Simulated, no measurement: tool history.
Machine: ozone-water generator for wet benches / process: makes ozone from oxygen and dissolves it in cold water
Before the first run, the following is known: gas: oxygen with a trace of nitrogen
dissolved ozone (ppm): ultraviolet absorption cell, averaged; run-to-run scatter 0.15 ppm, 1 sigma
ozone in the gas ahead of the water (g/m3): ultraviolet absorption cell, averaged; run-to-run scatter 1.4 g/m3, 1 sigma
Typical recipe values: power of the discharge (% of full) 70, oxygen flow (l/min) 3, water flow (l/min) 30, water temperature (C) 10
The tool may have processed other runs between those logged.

| run | day | power of the discharge (% of full) | oxygen flow (l/min) | water flow (l/min) | water temperature (C) | dissolved ozone (ppm) | ozone in the gas ahead of the water (g/m3) |
|---|---|---|---|---|---|---|---|
| 1 | 0 | 70 | 3 | 30 | 10 | 18.6 | 269.8 |
| 2 | 3.217 | 86 | 3 | 30 | 10 | 21.3 | 308.7 |
| 3 | 5.012 | 86 | 3 | 30 | 10 | 21.2 | 306.4 |
| 4 | 7.883 | 86 | 3 | 30 | 10 | 20.9 | 308.1 |
| 5 | 11.133 | 86 | 3 | 30 | 10 | 21 | 306.3 |
| 6 | 14.238 | 86 | 3 | 30 | 10 | 21.3 | 308.5 |
| 7 | 15.933 | 70 | 3 | 30 | 10 | 19 | 271.4 |
| 8 | 17.588 | 70 | 3 | 30 | 10 | 18.7 | 272.1 |
| 9 | 19.012 | 70 | 3 | 30 | 10 | 18.5 | 268.3 |
| 10 | 21.771 | 70 | 3 | 20 | 10 | 27.8 | 269.6 |
| 11 | 24.538 | 70 | 3 | 20 | 10 | 27.4 | 268.9 |
| 12 | 26.667 | 70 | 3 | 20 | 10 | 27.5 | 272.6 |
| 13 | 29.038 | 70 | 1.95 | 30 | 10 | 15.6 | 320.6 |
| 14 | 31.742 | 70 | 1.95 | 30 | 10 | 15.2 | 318.6 |
| 15 | 33.588 | 70 | 1.95 | 30 | 10 | 15.3 | 316.2 |
| 16 | 36.725 | 70 | 3 | 30 | 10 | 18.8 | 270.2 |
| 17 | 39.954 | 70 | 3 | 30 | 10 | 18.8 | 269.1 |
| 18 | 43.175 | 70 | 3 | 30 | 10 | 18.8 | 269.2 |
| 19 | 45.854 | 70 | 4.26 | 35 | 10 | 18.2 | 235.4 |
| 20 | 49.138 | 99 | 4.26 | 35 | 16 | 21.5 | 291 |
| 21 | 51.496 | 90 | 3 | 30 | 7 | 22.2 | 314.6 |
| 22 | 53.3 | 90 | 3 | 30 | 7 | 22.1 | 314 |
| 23 | 55.454 | 53 | 3 | 43 | 7 | 10.5 | 225.9 |

The next listed run, before its measurement:
| 24 | 57.388 | 65 | 2.81 | 30 | 10 | ? | ? |

Run 24 came out at dissolved ozone (ppm) 17.2, ozone in the gas ahead of the water (g/m3) 263.6.
Had the tool carried no hidden state, the very same run would have given dissolved ozone (ppm) 17.2, ozone in the gas ahead of the water (g/m3) 263.7.

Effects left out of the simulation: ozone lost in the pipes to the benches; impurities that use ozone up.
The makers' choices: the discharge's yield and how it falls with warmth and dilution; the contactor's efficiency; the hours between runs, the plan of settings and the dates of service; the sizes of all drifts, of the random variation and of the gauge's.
